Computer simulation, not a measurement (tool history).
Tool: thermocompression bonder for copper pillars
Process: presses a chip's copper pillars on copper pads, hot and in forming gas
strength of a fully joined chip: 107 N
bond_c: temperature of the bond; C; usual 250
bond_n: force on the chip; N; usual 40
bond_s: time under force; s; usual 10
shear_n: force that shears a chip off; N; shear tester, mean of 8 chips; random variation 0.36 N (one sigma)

run	hour	bond_c	bond_n	bond_s	shear_n
1	0.0	250	40	10	43.6
2	14.5	250	40	10	43.2
3	23.4	250	40	10	42.7
4	42.6	250	40	10	42.7
5	62.4	250	40	10	42.3
6	81.6	250	40	10	42.3
7	91.7	250	40	10	42.0
8	106.9	250	40	9	40.2
9	118.4	257	40	9	43.3
10	131.4	250	40	10	41.2
# hour 133.6: forming gas filter changed
11	151.0	278	40	10	58.0
12	162.6	278	40	10	58.7
13	179.2	278	40	10	57.7
14	192.6	278	40	10	57.5
15	210.5	278	40	10	56.9
16	226.6	278	40	10	56.9
17	243.6	278	40	10	57.0
18	261.3	250	40	10	42.0
19	270.6	250	40	10	41.9
20	282.5	250	40	10	42.0
21	299.9	250	40	10	42.0
22	318.7	250	40	10	41.2
23	333.4	257	41	28	63.9
24	342.1	257	41	28	63.4
25	360.7	257	41	28	62.1
# hour 363.6: heater calibrated with a thermocouple chip
26	372.4	261	45	11	50.8
# hour 384.1: forming gas filter changed
27	388.1	269	42	27	74.4
28	399.3	269	40	16	62.4
29	408.1	278	53	11	70.7
30	422.3	278	53	11	70.7
31	442.4	278	53	11	69.2
# hour 454.2: heater calibrated with a thermocouple chip, once more
32	457.7	278	53	11	71.0
33	477.1	269	30	11	45.2
34	489.4	269	30	11	44.1
35	500.4	275	57	10	69.3
36	515.2	275	40	10	55.0
37	529.5	279	25	10	40.6
38	546.2	231	40	10	34.3
39	560.2	231	40	10	34.4
40	569.8	239	40	12	40.4

The same runs without the tool's hidden state, with the same run-to-run variation:
The hidden state here: true temperature of the bond over the reading, C; force that reaches the chip, % of what is set; oxide that the forming gas leaves, % of the face; drift of the gauge itself on shear_n, %.
run	shear_n
1	46.4
2	46.3
3	46.0
4	46.2
5	46.2
6	46.7
7	46.5
8	44.8
9	48.3
10	46.4
11	59.8
12	60.8
13	60.1
14	60.2
15	60.0
16	60.4
17	60.9
18	45.5
19	45.6
20	45.9
21	46.2
22	45.8
23	70.8
24	70.5
25	69.7
26	57.9
27	76.7
28	64.9
29	73.5
30	73.8
31	72.9
32	73.3
33	47.2
34	46.2
35	72.8
36	58.2
37	43.3
38	36.8
39	37.2
40	43.8
